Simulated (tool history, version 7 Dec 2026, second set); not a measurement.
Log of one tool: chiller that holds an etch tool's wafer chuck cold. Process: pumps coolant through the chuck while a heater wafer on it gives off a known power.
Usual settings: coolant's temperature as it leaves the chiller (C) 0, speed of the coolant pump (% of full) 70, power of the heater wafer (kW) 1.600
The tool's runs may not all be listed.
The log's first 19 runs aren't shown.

| run | hour | coolant's temperature as it leaves the chiller (C) | speed of the coolant pump (% of full) | power of the heater wafer (kW) | hours since the coolant was changed and the channels were flushed | hours since the pump was overhauled | hours since the chiller's thermometer was calibrated | chuck's temperature once it has settled (C) | how much warmer the coolant comes back (C) |
|---|---|---|---|---|---|---|---|---|---|
| 20 | 575.1 | -10 | 71 | 1.888 | 1492 | 1286 | 906 | 7.6 | 8.91 |
| 21 | 613.3 | 2 | 80 | 2.054 | 1530 | 1324 | 945 | 19.4 | 8.56 |
| 22 | 639.1 | 0 | 70 | 1.120 | 1556 | 1350 | 970 | 10.7 | 5.32 |
| 23 | 676.4 | 2 | 70 | 1.727 | 1593 | 1387 | 1008 | 18.3 | 8.13 |
| 24 | 711.7 | 0 | 79 | 1.600 | 1628 | 1422 | 1043 | 13.7 | 6.80 |
| 25 | 756.7 | 0 | 79 | 1.600 | 1673 | 1467 | 1088 | 13.4 | 6.75 |
| 26 | 788.3 | 0 | 74 | 1.384 | 1705 | 1499 | 1120 | 12.4 | 6.18 |
| 27 | 828.1 | 0 | 74 | 1.384 | 1745 | 1539 | 1159 | 12.5 | 6.20 |
| 28 | 870.6 | 0 | 96 | 1.384 | 1787 | 1581 | 1202 | 10.1 | 4.80 |
| 29 | 914.4 | 0 | 80 | 1.384 | 1831 | 1625 | 1246 | 11.6 | 5.81 |
| 30 | 945.8 | 0 | 92 | 1.415 | 1863 | 1657 | 1277 | 10.5 | 5.11 |
| 31 | 984.7 | 0 | 92 | 1.415 | 1901 | 1695 | 1316 | 10.5 | 5.18 |
| 32 | 1012.8 | 0 | 92 | 1.415 | 1930 | 1724 | 1344 | 10.6 | 5.09 |

3 ways to go on from here, each from the tool as it stands after run 32. What would each give?
| A | 1036.8 | -5 | 92 | 1.719 | 1954 | 1748 | 1368 | ? | ? |
| B | 1036.8 | 2 | 73 | 2.347 | 1954 | 1748 | 1368 | ? | ? |
| C | 1036.8 | 6 | 71 | 1.785 | 1954 | 1748 | 1368 | ? | ? |

| run | chuck's temperature once it has settled (C) | how much warmer the coolant comes back (C) |
|---|---|---|
| A | 8.0 | 6.22 |
| B | 23.3 | 10.68 |
| C | 22.6 | 8.35 |
Without the tool's hidden state the same runs would have given:
| run | chuck's temperature once it has settled (C) | how much warmer the coolant comes back (C) |
|---|---|---|
| A | 8.0 | 6.22 |
| B | 23.3 | 10.68 |
| C | 22.6 | 8.35 |
